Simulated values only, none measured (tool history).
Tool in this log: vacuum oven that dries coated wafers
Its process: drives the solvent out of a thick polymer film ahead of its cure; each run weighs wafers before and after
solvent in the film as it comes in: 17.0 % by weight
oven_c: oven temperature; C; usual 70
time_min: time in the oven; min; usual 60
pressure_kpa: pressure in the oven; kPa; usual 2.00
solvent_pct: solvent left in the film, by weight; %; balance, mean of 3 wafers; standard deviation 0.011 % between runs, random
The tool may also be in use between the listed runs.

run 1 hour=0.0 | oven_c=70 time_min=60 pressure_kpa=2.00 | solvent_pct=2.25
run 2 hour=16.9 | oven_c=70 time_min=60 pressure_kpa=2.00 | solvent_pct=2.27
run 3 hour=40.7 | oven_c=70 time_min=60 pressure_kpa=2.00 | solvent_pct=2.26
run 4 hour=65.6 | oven_c=70 time_min=60 pressure_kpa=2.48 | solvent_pct=2.49
run 5 hour=83.0 | oven_c=68 time_min=60 pressure_kpa=2.00 | solvent_pct=2.78
run 6 hour=110.0 | oven_c=68 time_min=60 pressure_kpa=2.00 | solvent_pct=2.74
run 7 hour=134.4 | oven_c=78 time_min=60 pressure_kpa=2.00 | solvent_pct=1.06
run 8 hour=158.7 | oven_c=78 time_min=60 pressure_kpa=2.00 | solvent_pct=1.05
run 9 hour=174.7 | oven_c=70 time_min=60 pressure_kpa=2.00 | solvent_pct=2.26
run 10 hour=187.3 | oven_c=70 time_min=34 pressure_kpa=2.00 | solvent_pct=4.30
run 11 hour=205.6 | oven_c=70 time_min=34 pressure_kpa=2.00 | solvent_pct=4.31
run 12 hour=234.7 | oven_c=70 time_min=60 pressure_kpa=3.52 | solvent_pct=3.00
run 13 hour=261.3 | oven_c=70 time_min=60 pressure_kpa=2.61 | solvent_pct=2.55
run 14 hour=281.4 | oven_c=70 time_min=60 pressure_kpa=2.61 | solvent_pct=2.56
run 15 hour=300.3 | oven_c=70 time_min=60 pressure_kpa=2.61 | solvent_pct=2.56
run 16 hour=316.6 | oven_c=70 time_min=60 pressure_kpa=2.61 | solvent_pct=2.57
run 17 hour=333.0 | oven_c=70 time_min=60 pressure_kpa=2.61 | solvent_pct=2.55
run 18 hour=350.9 | oven_c=70 time_min=60 pressure_kpa=2.61 | solvent_pct=2.55
run 19 hour=374.6 | oven_c=70 time_min=105 pressure_kpa=2.61 | solvent_pct=1.71
run 20 hour=393.0 | oven_c=62 time_min=64 pressure_kpa=2.91 | solvent_pct=4.95
run 21 hour=407.8 | oven_c=62 time_min=64 pressure_kpa=6.51 | solvent_pct=7.15
run 22 hour=431.5 | oven_c=62 time_min=64 pressure_kpa=6.51 | solvent_pct=7.14
run 23 hour=443.7 | oven_c=64 time_min=37 pressure_kpa=4.72 | solvent_pct=7.36
run 24 hour=460.5 | oven_c=62 time_min=64 pressure_kpa=4.72 | solvent_pct=6.05
run 25 hour=485.0 | oven_c=79 time_min=33 pressure_kpa=7.11 | solvent_pct=3.61
run 26 hour=501.1 | oven_c=59 time_min=68 pressure_kpa=1.93 | solvent_pct=5.22
run 27 hour=522.7 | oven_c=84 time_min=49 pressure_kpa=1.30 | solvent_pct=0.57
run 28 hour=537.5 | oven_c=79 time_min=85 pressure_kpa=6.01 | solvent_pct=2.33
run 29 hour=556.4 | oven_c=72 time_min=85 pressure_kpa=1.14 | solvent_pct=0.94
run 30 hour=583.3 | oven_c=72 time_min=85 pressure_kpa=1.14 | solvent_pct=0.96
run 31 hour=607.1 | oven_c=72 time_min=85 pressure_kpa=1.14 | solvent_pct=0.97
run 32 hour=635.4 | oven_c=78 time_min=60 pressure_kpa=4.99 | solvent_pct=2.16
run 33 hour=648.7 | oven_c=78 time_min=84 pressure_kpa=4.99 | solvent_pct=2.05
run 34 hour=674.2 | oven_c=70 time_min=84 pressure_kpa=1.76 | solvent_pct=1.51
run 35 hour=688.8 | oven_c=82 time_min=84 pressure_kpa=3.48 | solvent_pct=1.24
run 36 hour=714.7 | oven_c=69 time_min=60 pressure_kpa=2.00 | solvent_pct=2.48

Branching from run 36: 3 alternative next runs. What would each branch give?
run A hour=743.5 | oven_c=73 time_min=36 pressure_kpa=4.78 | solvent_pct=?
run B hour=743.5 | oven_c=60 time_min=60 pressure_kpa=1.93 | solvent_pct=?
run C hour=743.5 | oven_c=70 time_min=66 pressure_kpa=2.00 | solvent_pct=?

run=A solvent_pct=4.22
run=B solvent_pct=5.36
run=C solvent_pct=2.05
Had the tool no hidden state, the same runs would have come out as:
run=A solvent_pct=4.36
run=B solvent_pct=5.46
run=C solvent_pct=2.02

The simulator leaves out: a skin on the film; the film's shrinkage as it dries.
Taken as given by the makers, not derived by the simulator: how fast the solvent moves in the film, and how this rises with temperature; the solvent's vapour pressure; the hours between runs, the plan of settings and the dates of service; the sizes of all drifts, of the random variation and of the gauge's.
